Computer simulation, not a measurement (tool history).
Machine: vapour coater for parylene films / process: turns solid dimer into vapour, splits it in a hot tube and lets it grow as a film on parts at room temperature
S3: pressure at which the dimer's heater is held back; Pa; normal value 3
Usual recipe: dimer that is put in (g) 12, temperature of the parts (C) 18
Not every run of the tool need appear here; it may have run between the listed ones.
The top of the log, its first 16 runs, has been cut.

Run 17, day 24.779: usual settings but temperature of the parts (C) 29, S3 4.89 Pa. Result: thickness of the film (um) 7.01.
Run 18, day 26.875: usual settings but temperature of the parts (C) 29, S3 4.89 Pa. Result: thickness of the film (um) 7.02.
Run 19, day 28.817: usual settings. Result: thickness of the film (um) 10.25.
Run 20, day 30.608: usual settings but temperature of the parts (C) 13, S3 3.23 Pa. Result: thickness of the film (um) 11.75.
Run 21, day 31.796: usual settings but temperature of the parts (C) 13, S3 3.23 Pa. Result: thickness of the film (um) 11.69.
Run 22, day 33.858: usual settings but temperature of the parts (C) 13, S3 3.23 Pa. Result: thickness of the film (um) 11.58.
Run 23, day 34.875: usual settings but temperature of the parts (C) 30, S3 3.23 Pa. Result: thickness of the film (um) 7.14.
Run 24, day 36.979: usual settings but dimer that is put in (g) 15, temperature of the parts (C) 21, S3 3.24 Pa. Result: thickness of the film (um) 11.56.
Run 25, day 38.021: usual settings but dimer that is put in (g) 5, temperature of the parts (C) 11, S3 7.33 Pa. Result: thickness of the film (um) 4.59.
Run 26, day 39.05: usual settings but temperature of the parts (C) 29, S3 5.41 Pa. Result: thickness of the film (um) 6.85.
Run 27, day 41.054: usual settings but dimer that is put in (g) 9, temperature of the parts (C) 17, S3 8.83 Pa. Result: thickness of the film (um) 6.87.
Run 28, day 42.612: usual settings but dimer that is put in (g) 9, temperature of the parts (C) 17, S3 8.83 Pa. Result: thickness of the film (um) 6.88.
Run 29, day 43.95: usual settings but dimer that is put in (g) 19, temperature of the parts (C) 26, S3 2.58 Pa. Result: thickness of the film (um) 12.71.
Run 30, day 45.871: usual settings but dimer that is put in (g) 8, temperature of the parts (C) 27, S3 2.58 Pa. Result: thickness of the film (um) 5.2.
Run 31, day 47.667: usual settings but dimer that is put in (g) 8, temperature of the parts (C) 27, S3 2.58 Pa. Result: thickness of the film (um) 5.19.
Run 32, day 49.608: usual settings but dimer that is put in (g) 8, temperature of the parts (C) 27, S3 2.58 Pa. Result: thickness of the film (um) 5.19.
At day 50.312: trap's valve overhauled.
Run 33, day 50.688: usual settings but dimer that is put in (g) 9, S3 2.71 Pa. Result: thickness of the film (um) 7.43.
Run 34, day 52.762: usual settings but temperature of the parts (C) 17, S3 5.93 Pa. Result: thickness of the film (um) 9.43.
Run 35, day 53.704: usual settings but temperature of the parts (C) 17, S3 5.93 Pa. Result: thickness of the film (um) 9.34.
Run 36, day 54.975: usual settings but temperature of the parts (C) 17, S3 5.93 Pa. Result: thickness of the film (um) 9.31.
Run 37, day 56.367: usual settings but dimer that is put in (g) 5, S3 8.45 Pa. Result: thickness of the film (um) 3.62.
Run 38, day 57.729: usual settings but dimer that is put in (g) 5, S3 8.45 Pa. Result: thickness of the film (um) 3.63.

What if the next run were any one of these 4? Each begins from the tool's condition after run 38:
Run A, day 58.908: usual settings but dimer that is put in (g) 17, temperature of the parts (C) 23, S3 6.71 Pa. Result: thickness of the film (um) ?.
Run B, day 58.908: usual settings but dimer that is put in (g) 6, temperature of the parts (C) 29, S3 8.45 Pa. Result: thickness of the film (um) ?.
Run C, day 58.908: usual settings but dimer that is put in (g) 19, temperature of the parts (C) 25, S3 2.5 Pa. Result: thickness of the film (um) ?.
Run D, day 58.908: usual settings but dimer that is put in (g) 5, temperature of the parts (C) 10, S3 8.45 Pa. Result: thickness of the film (um) ?.

run  thickness of the film (um)
  A                       10.84
  B                        3.17
  C                       12.84
  D                        4.54
With no hidden state in the tool, these same runs would have given:
run  thickness of the film (um)
  A                       11.61
  B                        3.39
  C                       13.75
  D                        4.86
